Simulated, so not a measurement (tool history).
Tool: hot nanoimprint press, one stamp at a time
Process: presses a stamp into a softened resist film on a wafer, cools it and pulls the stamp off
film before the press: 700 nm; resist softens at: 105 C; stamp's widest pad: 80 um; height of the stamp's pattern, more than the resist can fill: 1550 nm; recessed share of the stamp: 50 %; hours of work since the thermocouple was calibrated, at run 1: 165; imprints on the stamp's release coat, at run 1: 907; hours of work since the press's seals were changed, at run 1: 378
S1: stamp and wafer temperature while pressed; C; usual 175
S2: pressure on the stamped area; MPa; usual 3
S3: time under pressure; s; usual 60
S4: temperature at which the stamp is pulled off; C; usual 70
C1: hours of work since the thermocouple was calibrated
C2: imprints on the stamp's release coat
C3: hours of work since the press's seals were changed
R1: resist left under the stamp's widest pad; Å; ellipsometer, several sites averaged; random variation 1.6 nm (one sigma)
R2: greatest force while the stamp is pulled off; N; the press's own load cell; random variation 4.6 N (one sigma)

run 1 day=0 | S1=175 S2=3 S3=60 S4=70 | C1=165 C2=907 C3=378 | R1=3325 R2=221
-- day=0.542 stamp cleaned and given a new release coat
run 2 day=1.962 | S1=175 S2=3 S3=60 S4=70 | C1=191 C2=70 C3=404 | R1=3321 R2=232
run 3 day=4.121 | S1=175 S2=3 S3=60 S4=70 | C1=224 C2=176 C3=437 | R1=3314 R2=227
run 4 day=5.321 | S1=175 S2=3 S3=60 S4=70 | C1=242 C2=235 C3=455 | R1=3320 R2=230
run 5 day=7.483 | S1=175 S2=3 S3=60 S4=70 | C1=275 C2=341 C3=488 | R1=3294 R2=228
run 6 day=8.496 | S1=175 S2=3 S3=60 S4=70 | C1=290 C2=391 C3=503 | R1=3311 R2=224
run 7 day=10.633 | S1=175 S2=3 S3=60 S4=70 | C1=323 C2=496 C3=536 | R1=3247 R2=220
-- day=11.338 press's hydraulic seals changed and the load cell set to zero
-- day=12.412 plate thermocouple calibrated
run 8 day=13.304 | S1=175 S2=3 S3=60 S4=70 | C1=14 C2=604 C3=28 | R1=3268 R2=228
run 9 day=15.292 | S1=175 S2=3 S3=60 S4=70 | C1=44 C2=702 C3=58 | R1=3248 R2=230
run 10 day=17.208 | S1=175 S2=3.47 S3=60 S4=70 | C1=73 C2=796 C3=87 | R1=3034 R2=226
run 11 day=18.967 | S1=175 S2=3 S3=85 S4=56 | C1=100 C2=882 C3=114 | R1=2911 R2=315
-- day=20.121 stamp cleaned and given a new release coat
run 12 day=21.233 | S1=175 S2=3 S3=85 S4=56 | C1=130 C2=54 C3=145 | R1=2901 R2=319
run 13 day=22.442 | S1=175 S2=3 S3=85 S4=56 | C1=149 C2=114 C3=163 | R1=2891 R2=303
run 14 day=23.575 | S1=175 S2=3 S3=85 S4=56 | C1=166 C2=169 C3=180 | R1=2891 R2=322
run 15 day=25.338 | S1=175 S2=3 S3=85 S4=56 | C1=193 C2=256 C3=207 | R1=2903 R2=308
run 16 day=27.062 | S1=164 S2=4.6 S3=103 S4=66 | C1=219 C2=340 C3=233 | R1=2932 R2=243
run 17 day=28.225 | S1=164 S2=4.6 S3=103 S4=66 | C1=237 C2=398 C3=251 | R1=2892 R2=257
run 18 day=29.133 | S1=170 S2=3.19 S3=45 S4=63 | C1=250 C2=442 C3=265 | R1=3853 R2=267
-- day=30.758 gauge calibrated
run 19 day=31.129 | S1=183 S2=3.19 S3=37 S4=63 | C1=281 C2=540 C3=295 | R1=3153 R2=272
run 20 day=33.146 | S1=175 S2=1.94 S3=60 S4=56 | C1=311 C2=639 C3=326 | R1=4107 R2=316

5 ways to go on from here, each from the tool as it stands after run 20. What would each give?
run A day=35.112 | S1=180 S2=1.94 S3=69 S4=64 | C1=341 C2=736 C3=356 | R1=? R2=?
run B day=35.112 | S1=175 S2=3 S3=46 S4=70 | C1=341 C2=736 C3=356 | R1=? R2=?
run C day=35.112 | S1=183 S2=2.26 S3=60 S4=67 | C1=341 C2=736 C3=356 | R1=? R2=?
run D day=35.112 | S1=175 S2=3 S3=87 S4=70 | C1=341 C2=736 C3=356 | R1=? R2=?
run E day=35.112 | S1=175 S2=3.42 S3=72 S4=56 | C1=341 C2=736 C3=356 | R1=? R2=?

run=A R1=3516 R2=257
run=B R1=3612 R2=224
run=C R1=3179 R2=241
run=D R1=2911 R2=225
run=E R1=2896 R2=314
Without the tool's hidden state the same runs would have given:
run=A R1=3525 R2=255
run=B R1=3620 R2=222
run=C R1=3186 R2=239
run=D R1=2917 R2=223
run=E R1=2902 R2=311
